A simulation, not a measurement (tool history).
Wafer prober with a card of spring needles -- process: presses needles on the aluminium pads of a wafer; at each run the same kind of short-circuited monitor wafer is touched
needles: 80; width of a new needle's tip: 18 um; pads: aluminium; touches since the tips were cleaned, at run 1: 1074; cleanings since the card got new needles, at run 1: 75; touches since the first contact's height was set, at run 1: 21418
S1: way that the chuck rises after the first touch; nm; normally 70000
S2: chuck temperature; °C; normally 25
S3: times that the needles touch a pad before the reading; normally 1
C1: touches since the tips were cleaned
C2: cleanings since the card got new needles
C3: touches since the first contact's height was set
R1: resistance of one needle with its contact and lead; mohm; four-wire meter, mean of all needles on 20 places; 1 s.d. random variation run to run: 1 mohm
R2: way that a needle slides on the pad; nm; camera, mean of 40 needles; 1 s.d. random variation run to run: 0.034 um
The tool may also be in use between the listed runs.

Run 1, hour 0: usual settings; C1 1074; C2 75; C3 21418. Result: R1 179 mohm, R2 11480 nm.
At hour 2.4: tips cleaned on abrasive film.
At hour 8.1: tips cleaned on abrasive film.
At hour 12.7: tips cleaned on abrasive film.
At hour 18.4: tips cleaned on abrasive film.
At hour 24.2: tips cleaned on abrasive film.
At hour 28.8: tips cleaned on abrasive film.
At hour 34.5: tips cleaned on abrasive film.
Run 2, hour 38.4: usual settings; C1 1314; C2 82; C3 34248. Result: R1 182 mohm, R2 11400 nm.
At hour 39.6: tips cleaned on abrasive film.
At hour 44.2: tips cleaned on abrasive film.
At hour 50: tips cleaned on abrasive film.
At hour 54.6: tips cleaned on abrasive film.
At hour 60.3: tips cleaned on abrasive film.
At hour 64.9: tips cleaned on abrasive film.
At hour 69.5: tips cleaned on abrasive film.
At hour 75.3: tips cleaned on abrasive film.
At hour 81: tips cleaned on abrasive film.
At hour 85.6: tips cleaned on abrasive film.
Run 3, hour 86: usual settings but S1 73000 nm; C1 130; C2 92; C3 50117. Result: R1 177 mohm, R2 11790 nm.
At hour 90.6: tips cleaned on abrasive film.
At hour 95.2: tips cleaned on abrasive film.
At hour 101: tips cleaned on abrasive film.
At hour 106.7: tips cleaned on abrasive film.
At hour 111.3: tips cleaned on abrasive film.
At hour 117.1: tips cleaned on abrasive film.
At hour 122.8: tips cleaned on abrasive film.
At hour 128.6: tips cleaned on abrasive film.
At hour 134.3: tips cleaned on abrasive film.
Run 4, hour 134.9: usual settings but S1 73000 nm, S2 26 °C; C1 222; C2 101; C3 66463. Result: R1 177 mohm, R2 11750 nm.
At hour 139.6: tips cleaned on abrasive film.
At hour 145.3: tips cleaned on abrasive film.
At hour 151: tips cleaned on abrasive film.
At hour 156.8: tips cleaned on abrasive film.
Run 5, hour 160.1: usual settings but S2 57 °C; C1 1123; C2 105; C3 74880. Result: R1 187 mohm, R2 11200 nm.
At hour 162.4: tips cleaned on abrasive film.
At hour 168.2: tips cleaned on abrasive film.
At hour 172.8: tips cleaned on abrasive film.
At hour 177.4: tips cleaned on abrasive film.
At hour 183.1: tips cleaned on abrasive film.
At hour 187.7: tips cleaned on abrasive film.
At hour 193.5: tips cleaned on abrasive film.
At hour 198.1: tips cleaned on abrasive film.
At hour 203.8: tips cleaned on abrasive film.
Run 6, hour 204.8: usual settings but S2 57 °C; C1 329; C2 114; C3 89795. Result: R1 184 mohm, R2 11140 nm.
At hour 209.4: tips cleaned on abrasive film.
At hour 214: tips cleaned on abrasive film.
At hour 219.8: tips cleaned on abrasive film.
At hour 224.4: tips cleaned on abrasive film.
At hour 230.1: tips cleaned on abrasive film.
At hour 235.8: tips cleaned on abrasive film.
Run 7, hour 238: usual settings but S1 51000 nm, S2 57 °C; C1 748; C2 120; C3 100907. Result: R1 197 mohm, R2 7860 nm.
At hour 241.5: tips cleaned on abrasive film.
At hour 247.3: tips cleaned on abrasive film.
At hour 253: tips cleaned on abrasive film.
At hour 258.7: tips cleaned on abrasive film.
At hour 264.5: tips cleaned on abrasive film.
At hour 267: height of the first contact set anew.
At hour 270.5: tips cleaned on abrasive film.
At hour 275.1: tips cleaned on abrasive film.
At hour 280.9: tips cleaned on abrasive film.
At hour 285.5: tips cleaned on abrasive film.
At hour 291.2: tips cleaned on abrasive film.
Run 8, hour 294.1: usual settings but S1 51000 nm, S2 57 °C; C1 987; C2 130; C3 9048. Result: R1 194 mohm, R2 8410 nm.
At hour 296.5: tips cleaned on abrasive film.
At hour 302.2: tips cleaned on abrasive film.
At hour 307.9: tips cleaned on abrasive film.
At hour 312.6: tips cleaned on abrasive film.
At hour 318.3: tips cleaned on abrasive film.
Run 9, hour 322.3: usual settings; C1 1367; C2 135; C3 18477. Result: R1 183 mohm, R2 11520 nm.
At hour 323.5: tips cleaned on abrasive film.
At hour 328.2: tips cleaned on abrasive film.
At hour 333.9: tips cleaned on abrasive film.
At hour 339.6: tips cleaned on abrasive film.
At hour 345.4: tips cleaned on abrasive film.
At hour 350: tips cleaned on abrasive film.
At hour 354.6: tips cleaned on abrasive film.
At hour 360.3: tips cleaned on abrasive film.
Run 10, hour 363.1: usual settings; C1 950; C2 143; C3 32094. Result: R1 180 mohm, R2 11410 nm.
At hour 365.5: tips cleaned on abrasive film.
At hour 371.2: tips cleaned on abrasive film.
At hour 376.9: tips cleaned on abrasive film.
At hour 381.6: tips cleaned on abrasive film.
At hour 387.3: tips cleaned on abrasive film.
At hour 391.9: tips cleaned on abrasive film.
At hour 397: tips cleaned on abrasive film.
Run 11, hour 397: usual settings but S2 87 °C; C1 0; C2 150; C3 43374. Result: R1 186 mohm, R2 11450 nm.
At hour 401.6: tips cleaned on abrasive film.
At hour 407.3: tips cleaned on abrasive film.
At hour 411.9: tips cleaned on abrasive film.
At hour 417.7: tips cleaned on abrasive film.
At hour 423.4: tips cleaned on abrasive film.
At hour 429.1: tips cleaned on abrasive film.
At hour 434.9: tips cleaned on abrasive film.
At hour 440.5: tips cleaned on abrasive film.
Run 12, hour 440.5: usual settings but S1 88000 nm, S2 44 °C; C1 0; C2 158; C3 57917. Result: R1 177 mohm, R2 14340 nm.
At hour 446.2: tips cleaned on abrasive film.
At hour 450.8: tips cleaned on abrasive film.
At hour 456.6: tips cleaned on abrasive film.
At hour 462.3: tips cleaned on abrasive film.
At hour 468.1: tips cleaned on abrasive film.
At hour 473.8: tips cleaned on abrasive film.
Run 13, hour 476.5: usual settings but S1 85000 nm, S2 37 °C, S3 2; C1 920; C2 164; C3 69969. Result: R1 177 mohm, R2 13710 nm.
At hour 478.8: tips cleaned on abrasive film.
At hour 483.5: tips cleaned on abrasive film.
At hour 489.2: tips cleaned on abrasive film.
At hour 494.9: tips cleaned on abrasive film.
At hour 499.5: tips cleaned on abrasive film.
At hour 505.3: tips cleaned on abrasive film.
At hour 511: tips cleaned on abrasive film.
At hour 516.8: tips cleaned on abrasive film.
At hour 522.5: tips cleaned on abrasive film.
At hour 527.1: tips cleaned on abrasive film.
At hour 532.3: tips cleaned on abrasive film.
Run 14, hour 532.3: usual settings but S2 30 °C; C1 0; C2 175; C3 88596. Result: R1 177 mohm, R2 11130 nm.
At hour 536.9: tips cleaned on abrasive film.
At hour 541.5: tips cleaned on abrasive film.
At hour 547.3: tips cleaned on abrasive film.
At hour 551.9: tips cleaned on abrasive film.
At hour 557.6: tips cleaned on abrasive film.
At hour 562.5: tips cleaned on abrasive film.
Run 15, hour 562.5: usual settings but S2 30 °C; C1 0; C2 181; C3 98654. Result: R1 177 mohm, R2 11080 nm.
At hour 568.2: tips cleaned on abrasive film.
At hour 572.8: tips cleaned on abrasive film.
At hour 578.6: tips cleaned on abrasive film.
At hour 584.3: tips cleaned on abrasive film.
At hour 590: tips cleaned on abrasive film.
At hour 595.8: tips cleaned on abrasive film.
At hour 598.3: height of the first contact set anew.
At hour 601.8: tips cleaned on abrasive film.
At hour 606.4: tips cleaned on abrasive film.
At hour 611: tips cleaned on abrasive film.
At hour 616.8: tips cleaned on abrasive film.
At hour 622.5: tips cleaned on abrasive film.
Run 16, hour 623.5: usual settings but S2 91 °C, S3 3; C1 349; C2 192; C3 8410. Result: R1 190 mohm, R2 11560 nm.
At hour 628.1: tips cleaned on abrasive film.
At hour 633.9: tips cleaned on abrasive film.
At hour 639.6: tips cleaned on abrasive film.
At hour 645.4: tips cleaned on abrasive film.
At hour 651.1: tips cleaned on abrasive film.
At hour 656.8: tips cleaned on abrasive film.
At hour 661.5: tips cleaned on abrasive film.
At hour 667.2: tips cleaned on abrasive film.
At hour 672.9: tips cleaned on abrasive film.
At hour 677.5: tips cleaned on abrasive film.
Run 17, hour 679.2: usual settings but S2 91 °C, S3 3; C1 555; C2 202; C3 27007. Result: R1 192 mohm, R2 11470 nm.
At hour 682.7: tips cleaned on abrasive film.
At hour 687.3: tips cleaned on abrasive film.
At hour 693: tips cleaned on abrasive film.
At hour 697.6: tips cleaned on abrasive film.
At hour 703.4: tips cleaned on abrasive film.
At hour 709.1: tips cleaned on abrasive film.
At hour 714.8: tips cleaned on abrasive film.
At hour 720.6: tips cleaned on abrasive film.
At hour 726.3: tips cleaned on abrasive film.
At hour 730.9: tips cleaned on abrasive film.
Run 18, hour 734.8: usual settings but S2 90 °C, S3 2; C1 1332; C2 212; C3 45614. Result: R1 193 mohm, R2 11360 nm.
At hour 736.1: tips cleaned on abrasive film.
At hour 741.8: tips cleaned on abrasive film.
At hour 747.5: tips cleaned on abrasive film.
At hour 752.2: tips cleaned on abrasive film.
At hour 757.9: tips cleaned on abrasive film.
At hour 763.6: tips cleaned on abrasive film.
At hour 768.2: tips cleaned on abrasive film.
At hour 774: tips cleaned on abrasive film.
Run 19, hour 774.4: usual settings but S1 56000 nm, S2 62 °C; C1 141; C2 220; C3 58806. Result: R1 190 mohm, R2 8940 nm.

What does the tool deliver on the next run?
At hour 779: tips cleaned on abrasive film.
At hour 784.7: tips cleaned on abrasive film.
At hour 789.4: tips cleaned on abrasive film.
At hour 794: tips cleaned on abrasive film.
At hour 799.7: tips cleaned on abrasive film.
Run 20, hour 800.2: usual settings but S1 56000 nm, S2 62 °C; C1 149; C2 225; C3 67401. Result: R1 ?, R2 ?.

{"run 20": {"R1": 190, "R2": 8860}}
The same run, on a tool lacking any hidden state, would have yielded R1 183 mohm, R2 9270 nm.

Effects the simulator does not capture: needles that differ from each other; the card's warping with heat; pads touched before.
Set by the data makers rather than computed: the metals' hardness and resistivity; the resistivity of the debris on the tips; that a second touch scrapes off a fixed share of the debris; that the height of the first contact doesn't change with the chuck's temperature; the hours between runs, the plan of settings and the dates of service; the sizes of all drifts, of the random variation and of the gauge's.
